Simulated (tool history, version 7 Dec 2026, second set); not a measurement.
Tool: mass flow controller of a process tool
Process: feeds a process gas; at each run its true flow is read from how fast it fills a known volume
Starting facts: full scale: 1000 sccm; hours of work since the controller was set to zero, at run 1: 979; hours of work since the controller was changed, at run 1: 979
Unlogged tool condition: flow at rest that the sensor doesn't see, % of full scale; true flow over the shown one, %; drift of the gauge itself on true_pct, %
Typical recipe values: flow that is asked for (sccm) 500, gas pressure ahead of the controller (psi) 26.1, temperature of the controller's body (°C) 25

| run | hour | flow that is asked for (sccm) | gas pressure ahead of the controller (psi) | temperature of the controller's body (°C) | hours of work since the controller was set to zero | hours of work since the controller was changed | true flow (%) |
|---|---|---|---|---|---|---|---|
| 1 | 0.0 | 500 | 26.1 | 25 | 979 | 979 | 99.02 |
| 2 | 42.5 | 500 | 26.1 | 25 | 995 | 995 | 98.98 |
| 3 | 111.2 | 500 | 22.9 | 25 | 1021 | 1021 | 98.92 |
| 4 | 176.2 | 500 | 22.9 | 32 | 1046 | 1046 | 99.35 |
| 5 | 243.1 | 500 | 26.1 | 25 | 1071 | 1071 | 99.01 |
| 6 | 273.8 | 500 | 26.1 | 25 | 1083 | 1083 | 98.91 |
| 7 | 341.4 | 500 | 26.1 | 25 | 1109 | 1109 | 98.95 |
| 8 | 391.5 | 500 | 26.1 | 37 | 1128 | 1128 | 99.70 |
| 9 | 455.2 | 500 | 26.1 | 37 | 1152 | 1152 | 99.91 |
| 10 | 486.5 | 500 | 26.1 | 25 | 1164 | 1164 | 98.93 |
| 11 | 539.5 | 500 | 26.1 | 25 | 1184 | 1184 | 99.00 |
| 12 | 597.9 | 500 | 26.1 | 25 | 1206 | 1206 | 99.03 |
| 13 | 630.4 | 500 | 26.1 | 25 | 1218 | 1218 | 98.99 |
| 14 | 705.8 | 500 | 26.1 | 25 | 1247 | 1247 | 98.99 |
| 15 | 738.5 | 500 | 26.1 | 25 | 1259 | 1259 | 98.96 |
| 16 | 810.5 | 500 | 26.1 | 30 | 1286 | 1286 | 99.21 |
| 17 | 883.5 | 500 | 26.1 | 30 | 1314 | 1314 | 99.28 |
| 18 | 931.5 | 500 | 26.1 | 30 | 1332 | 1332 | 99.34 |
| 19 | 1004.4 | 500 | 26.1 | 25 | 1360 | 1360 | 99.06 |
| 20 | 1056.3 | 500 | 26.1 | 25 | 1379 | 1379 | 99.00 |
| 21 | 1099.4 | 500 | 26.1 | 25 | 1396 | 1396 | 99.01 |
| 22 | 1147.8 | 500 | 26.1 | 25 | 1414 | 1414 | 98.92 |
| 23 | 1188.2 | 500 | 26.1 | 25 | 1429 | 1429 | 99.04 |
| 24 | 1225.5 | 500 | 26.1 | 25 | 1444 | 1444 | 98.84 |
| 25 | 1286.3 | 500 | 26.1 | 25 | 1467 | 1467 | 98.89 |
| 26 | 1356.5 | 500 | 26.1 | 25 | 1493 | 1493 | 98.99 |
| 27 | 1394.4 | 252 | 38.7 | 33 | 1508 | 1508 | 98.73 |
| 28 | 1429.7 | 252 | 38.7 | 33 | 1521 | 1521 | 98.62 |
| 29 | 1463.2 | 252 | 38.7 | 33 | 1534 | 1534 | 98.94 |
| 30 | 1523.9 | 866 | 20.6 | 23 | 1557 | 1557 | 99.53 |
| 31 | 1598.1 | 398 | 20.6 | 23 | 1585 | 1585 | 98.37 |
| 32 | 1657.4 | 128 | 31.3 | 34 | 1607 | 1607 | 97.16 |
| 33 | 1697.6 | 128 | 31.3 | 38 | 1622 | 1622 | 97.42 |
| 34 | 1762.8 | 500 | 20.7 | 25 | 1647 | 1647 | 98.77 |
| 35 | 1799.0 | 123 | 20.7 | 25 | 1661 | 1661 | 96.13 |
| 36 | 1854.4 | 247 | 31.5 | 24 | 1682 | 1682 | 97.77 |
| 37 | 1916.3 | 611 | 31.2 | 28 | 1705 | 1705 | 99.54 |
| 38 | 1983.8 | 505 | 30.0 | 38 | 1731 | 1731 | 100.10 |
| 39 | 2032.1 | 500 | 26.1 | 32 | 1749 | 1749 | 99.42 |
| 40 | 2073.1 | 500 | 26.1 | 32 | 1765 | 1765 | 99.51 |
| 41 | 2113.3 | 500 | 26.1 | 32 | 1780 | 1780 | 99.42 |
| 42 | 2182.3 | 733 | 23.8 | 29 | 1806 | 1806 | 99.93 |
| 43 | 2236.7 | 447 | 26.1 | 25 | 1827 | 1827 | 98.65 |
| 44 | 2289.9 | 764 | 26.1 | 33 | 1847 | 1847 | 100.26 |
| 45 | 2359.1 | 151 | 32.2 | 21 | 1873 | 1873 | 96.44 |
| 46 | 2395.6 | 500 | 21.6 | 25 | 1887 | 1887 | 98.72 |
| 47 | 2453.6 | 487 | 39.2 | 34 | 1909 | 1909 | 99.84 |

Forecast each of these 3 alternatives for the next run:
| A | 2522.9 | 500 | 26.1 | 23 | 1935 | 1935 | ? |
| B | 2522.9 | 174 | 26.1 | 38 | 1935 | 1935 | ? |
| C | 2522.9 | 500 | 37.7 | 25 | 1935 | 1935 | ? |

| run | true flow (%) |
|---|---|
| A | 98.66 |
| B | 97.71 |
| C | 99.16 |
Without the tool's hidden state the same runs would have given:
| run | true flow (%) |
|---|---|
| A | 98.72 |
| B | 99.18 |
| C | 99.21 |
